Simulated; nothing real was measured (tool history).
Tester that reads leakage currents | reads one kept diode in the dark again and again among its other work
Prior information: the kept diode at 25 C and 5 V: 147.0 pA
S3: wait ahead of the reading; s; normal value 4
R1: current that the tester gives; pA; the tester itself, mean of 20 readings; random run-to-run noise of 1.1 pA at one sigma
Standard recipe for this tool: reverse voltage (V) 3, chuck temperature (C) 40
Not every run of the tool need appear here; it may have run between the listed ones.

{"run": 1, "hour": 0.0, "reverse voltage (V)": 3, "chuck temperature (C)": 40, "S3": 4, "R1": 335.77}
{"run": 2, "hour": 47.8, "reverse voltage (V)": 3, "chuck temperature (C)": 40, "S3": 4, "R1": 334.02}
{"run": 3, "hour": 88.8, "reverse voltage (V)": 3, "chuck temperature (C)": 40, "S3": 4, "R1": 331.14}
{"run": 4, "hour": 138.5, "reverse voltage (V)": 3, "chuck temperature (C)": 40, "S3": 4, "R1": 331.85}
{"run": 5, "hour": 164.2, "reverse voltage (V)": 3, "chuck temperature (C)": 40, "S3": 4, "R1": 331.14}
{"run": 6, "hour": 209.4, "reverse voltage (V)": 3, "chuck temperature (C)": 40, "S3": 4, "R1": 329.86}
{"run": 7, "hour": 265.7, "reverse voltage (V)": 3, "chuck temperature (C)": 40, "S3": 4, "R1": 326.89}
{"run": 8, "hour": 318.4, "reverse voltage (V)": 3, "chuck temperature (C)": 40, "S3": 0.36, "R1": 328.08}
{"run": 9, "hour": 370.2, "reverse voltage (V)": 3, "chuck temperature (C)": 40, "S3": 0.36, "R1": 325.2}
{"run": 10, "hour": 393.6, "reverse voltage (V)": 3, "chuck temperature (C)": 40, "S3": 4, "R1": 327.02}
{"run": 11, "hour": 427.3, "reverse voltage (V)": 5.05, "chuck temperature (C)": 40, "S3": 4, "R1": 402.58}
{"run": 12, "hour": 473.8, "reverse voltage (V)": 5.05, "chuck temperature (C)": 40, "S3": 4, "R1": 402.82}
{"hour": 501.0, "done": "chuck's temperature calibrated"}
{"run": 13, "hour": 510.0, "reverse voltage (V)": 5.05, "chuck temperature (C)": 40, "S3": 4, "R1": 476.23}
{"run": 14, "hour": 541.7, "reverse voltage (V)": 3, "chuck temperature (C)": 23, "S3": 4, "R1": 104.35}
{"run": 15, "hour": 577.1, "reverse voltage (V)": 3, "chuck temperature (C)": 40, "S3": 4, "R1": 381.57}
{"run": 16, "hour": 612.9, "reverse voltage (V)": 3, "chuck temperature (C)": 40, "S3": 4, "R1": 381.1}
{"run": 17, "hour": 650.6, "reverse voltage (V)": 3, "chuck temperature (C)": 40, "S3": 4, "R1": 380.91}
{"run": 18, "hour": 685.1, "reverse voltage (V)": 17.6, "chuck temperature (C)": 40, "S3": 4.53, "R1": 803.75}
{"run": 19, "hour": 719.3, "reverse voltage (V)": 17.6, "chuck temperature (C)": 40, "S3": 4.53, "R1": 796.5}
{"run": 20, "hour": 763.9, "reverse voltage (V)": 3, "chuck temperature (C)": 44, "S3": 4, "R1": 502.64}
{"run": 21, "hour": 797.1, "reverse voltage (V)": 3, "chuck temperature (C)": 25, "S3": 4, "R1": 120.18}
{"run": 22, "hour": 848.5, "reverse voltage (V)": 1.95, "chuck temperature (C)": 42, "S3": 0.45, "R1": 361.16}
{"hour": 854.2, "done": "tester calibrated"}
{"run": 23, "hour": 901.3, "reverse voltage (V)": 1.95, "chuck temperature (C)": 59, "S3": 6.54, "R1": 1157.72}
{"run": 24, "hour": 955.9, "reverse voltage (V)": 19.17, "chuck temperature (C)": 54, "S3": 4.84, "R1": 2139.04}
{"run": 25, "hour": 995.0, "reverse voltage (V)": 3, "chuck temperature (C)": 40, "S3": 1.14, "R1": 371.05}
{"hour": 1001.4, "done": "tester calibrated, once more"}
{"run": 26, "hour": 1049.0, "reverse voltage (V)": 3, "chuck temperature (C)": 40, "S3": 0.35, "R1": 372.99}
{"run": 27, "hour": 1080.4, "reverse voltage (V)": 3, "chuck temperature (C)": 40, "S3": 0.35, "R1": 369.86}
{"run": 28, "hour": 1108.2, "reverse voltage (V)": 3, "chuck temperature (C)": 22, "S3": 4, "R1": 94.34}
{"run": 29, "hour": 1139.6, "reverse voltage (V)": 3, "chuck temperature (C)": 52, "S3": 0.52, "R1": 858.66}
{"run": 30, "hour": 1165.0, "reverse voltage (V)": 3, "chuck temperature (C)": 30, "S3": 9.17, "R1": 173.92}
{"run": 31, "hour": 1213.0, "reverse voltage (V)": 3, "chuck temperature (C)": 40, "S3": 1.79, "R1": 366.4}
{"run": 32, "hour": 1242.7, "reverse voltage (V)": 3, "chuck temperature (C)": 40, "S3": 1.69, "R1": 366.78}
{"run": 33, "hour": 1281.5, "reverse voltage (V)": 4.71, "chuck temperature (C)": 23, "S3": 1.69, "R1": 123.36}

5 options for the next run, each taken on its own from the tool as it stands now. Forecast them:
{"run": "A", "hour": 1311.0, "reverse voltage (V)": 2.46, "chuck temperature (C)": 44, "S3": 3.94, "R1": "?"}
{"run": "B", "hour": 1311.0, "reverse voltage (V)": 7.25, "chuck temperature (C)": 52, "S3": 0.7, "R1": "?"}
{"run": "C", "hour": 1311.0, "reverse voltage (V)": 1.28, "chuck temperature (C)": 55, "S3": 4, "R1": "?"}
{"run": "D", "hour": 1311.0, "reverse voltage (V)": 3.07, "chuck temperature (C)": 23, "S3": 4, "R1": "?"}
{"run": "E", "hour": 1311.0, "reverse voltage (V)": 16.96, "chuck temperature (C)": 40, "S3": 6.16, "R1": "?"}

run=A R1=446.74
run=B R1=1227.76
run=C R1=727.79
run=D R1=101.03
run=E R1=759.36
Without the tool's hidden state the same runs would have given:
run=A R1=469.1
run=B R1=1284.34
run=C R1=766.7
run=D R1=101.9
run=E R1=772.7
